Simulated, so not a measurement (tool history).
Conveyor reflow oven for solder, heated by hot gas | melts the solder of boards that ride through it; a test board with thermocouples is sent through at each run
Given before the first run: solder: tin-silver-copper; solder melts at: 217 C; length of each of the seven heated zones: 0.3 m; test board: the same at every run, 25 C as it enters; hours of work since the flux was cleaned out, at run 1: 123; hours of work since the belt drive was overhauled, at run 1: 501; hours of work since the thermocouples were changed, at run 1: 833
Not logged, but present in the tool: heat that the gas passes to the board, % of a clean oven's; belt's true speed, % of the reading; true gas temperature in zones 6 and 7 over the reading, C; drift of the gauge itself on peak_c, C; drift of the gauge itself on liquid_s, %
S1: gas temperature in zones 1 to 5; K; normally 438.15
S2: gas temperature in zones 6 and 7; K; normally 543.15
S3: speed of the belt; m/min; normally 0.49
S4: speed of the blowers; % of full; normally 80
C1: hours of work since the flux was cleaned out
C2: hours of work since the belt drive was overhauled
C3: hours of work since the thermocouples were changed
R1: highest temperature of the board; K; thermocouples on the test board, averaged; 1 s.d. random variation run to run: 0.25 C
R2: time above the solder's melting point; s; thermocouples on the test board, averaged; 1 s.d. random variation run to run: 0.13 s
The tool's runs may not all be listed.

Run 1, hour 0: usual settings; C1 123; C2 501; C3 833. Result: R1 526.85 K, R2 54.9 s.
Run 2, hour 41.6: usual settings; C1 142; C2 521; C3 853. Result: R1 526.85 K, R2 54.6 s.
Run 3, hour 126.5: usual settings; C1 182; C2 561; C3 892. Result: R1 526.65 K, R2 54.4 s.
Run 4, hour 173.3: usual settings; C1 204; C2 583; C3 914. Result: R1 526.35 K, R2 54.6 s.
At hour 179.6: thermocouples of zones 6 and 7 changed.
Run 5, hour 228.2: usual settings; C1 229; C2 608; C3 23. Result: R1 528.55 K, R2 56.3 s.
At hour 274.9: flux residue cleaned out of gas plates and filters.
Run 6, hour 274.9: usual settings; C1 0; C2 627; C3 42. Result: R1 528.15 K, R2 55.4 s.
Run 7, hour 360.7: usual settings; C1 40; C2 667; C3 83. Result: R1 528.05 K, R2 55.3 s.
Run 8, hour 441.7: usual settings; C1 78; C2 705; C3 121. Result: R1 527.25 K, R2 55.2 s.
Run 9, hour 488.9: usual settings but S3 0.446 m/min; C1 100; C2 727; C3 143. Result: R1 530.05 K, R2 63.1 s.
Run 10, hour 524.5: usual settings but S3 0.446 m/min; C1 117; C2 744; C3 159. Result: R1 529.65 K, R2 63.1 s.
At hour 560.6: flux residue cleaned out of gas plates and filters, once more.
Run 11, hour 603.1: usual settings but S3 0.446 m/min; C1 20; C2 779; C3 194. Result: R1 531.85 K, R2 64.6 s.
Run 12, hour 652.4: usual settings but S3 0.446 m/min; C1 43; C2 802; C3 217. Result: R1 531.75 K, R2 64.6 s.
Run 13, hour 727.1: usual settings but S1 448.15 K; C1 78; C2 837; C3 252. Result: R1 529.75 K, R2 60.4 s.
Run 14, hour 771.8: usual settings but S1 448.15 K; C1 99; C2 858; C3 273. Result: R1 529.55 K, R2 60.4 s.
Run 15, hour 817.4: usual settings but S1 448.15 K; C1 120; C2 879; C3 294. Result: R1 529.55 K, R2 60.1 s.
Run 16, hour 882.3: usual settings but S2 555.15 K, S4 60 % of full; C1 151; C2 910; C3 325. Result: R1 530.55 K, R2 56.2 s.
Run 17, hour 918.1: usual settings but S1 447.15 K, S3 0.537 m/min, S4 87 % of full; C1 168; C2 926; C3 342. Result: R1 528.35 K, R2 53.7 s.
Run 18, hour 1002.1: usual settings but S1 453.15 K, S2 536.15 K, S4 60 % of full; C1 207; C2 966; C3 381. Result: R1 517.85 K, R2 52 s.
Run 19, hour 1057.3: usual settings but S1 427.15 K, S2 533.15 K, S3 0.526 m/min, S4 60 % of full; C1 233; C2 992; C3 407. Result: R1 506.95 K, R2 28.9 s.
At hour 1097.8: flux residue cleaned out of gas plates and filters.
Run 20, hour 1135.3: usual settings but S3 0.452 m/min, S4 76 % of full; C1 18; C2 1026; C3 441. Result: R1 529.55 K, R2 62.7 s.
Run 21, hour 1212: usual settings but S2 550.15 K, S3 0.45 m/min, S4 88 % of full; C1 54; C2 1062; C3 477. Result: R1 539.05 K, R2 68.6 s.
Run 22, hour 1265.6: usual settings but S2 550.15 K, S3 0.45 m/min, S4 88 % of full; C1 79; C2 1087; C3 502. Result: R1 538.15 K, R2 68.8 s.
Run 23, hour 1324.8: usual settings but S1 432.15 K, S2 534.15 K, S3 0.412 m/min, S4 73 % of full; C1 106; C2 1115; C3 530. Result: R1 521.45 K, R2 61.5 s.
Run 24, hour 1409.3: usual settings but S1 432.15 K, S2 534.15 K, S3 0.552 m/min, S4 73 % of full; C1 146; C2 1154; C3 570. Result: R1 512.95 K, R2 36.2 s.
Run 25, hour 1490.4: usual settings but S3 0.488 m/min; C1 184; C2 1192; C3 608. Result: R1 526.85 K, R2 56.1 s.
Run 26, hour 1536.6: usual settings but S1 430.15 K, S2 532.15 K, S3 0.391 m/min, S4 62 % of full; C1 206; C2 1214; C3 629. Result: R1 516.95 K, R2 58.7 s.
At hour 1555.2: belt drive overhauled, speed set with a stopwatch.
Run 27, hour 1622.5: usual settings but S1 447.15 K, S4 51 % of full; C1 244; C2 32; C3 668. Result: R1 516.35 K, R2 44.7 s.
At hour 1637.6: flux residue cleaned out of gas plates and filters.
Run 28, hour 1683.1: usual settings but S3 0.425 m/min; C1 21; C2 58; C3 694. Result: R1 530.15 K, R2 65.8 s.
Run 29, hour 1740.3: usual settings but S1 448.15 K, S2 532.15 K; C1 48; C2 84; C3 721. Result: R1 518.55 K, R2 51.1 s.
Run 30, hour 1804.9: usual settings but S1 447.15 K, S3 0.453 m/min; C1 78; C2 115; C3 751. Result: R1 529.75 K, R2 63.6 s.

What would each run have given without the hidden state, its run-to-run variation left as it was?
run      R1    R2
  1  529.45  55.6
  2  529.65  55.4
  3  529.75  55.4
  4  529.65  55.7
  5  529.55    56
  6  529.55  55.4
  7  529.75  55.5
  8  529.25  55.6
  9  532.15  63.3
 10  531.85  63.5
 11  532.25  63.2
 12  532.45  63.3
 13  530.65  59.3
 14  530.55  59.4
 15  530.75  59.2
 16  531.65  55.4
 17  530.05  53.1
 18  519.35  51.8
 19  508.75    30
 20  530.65  61.2
 21  540.55    67
 22  539.85  67.3
 23  523.25  60.7
 24  514.85  36.5
 25  529.25  55.6
 26  519.25  58.8
 27  519.75  48.1
 28  532.95  67.5
 29  521.45  53.2
 30  532.95  65.3
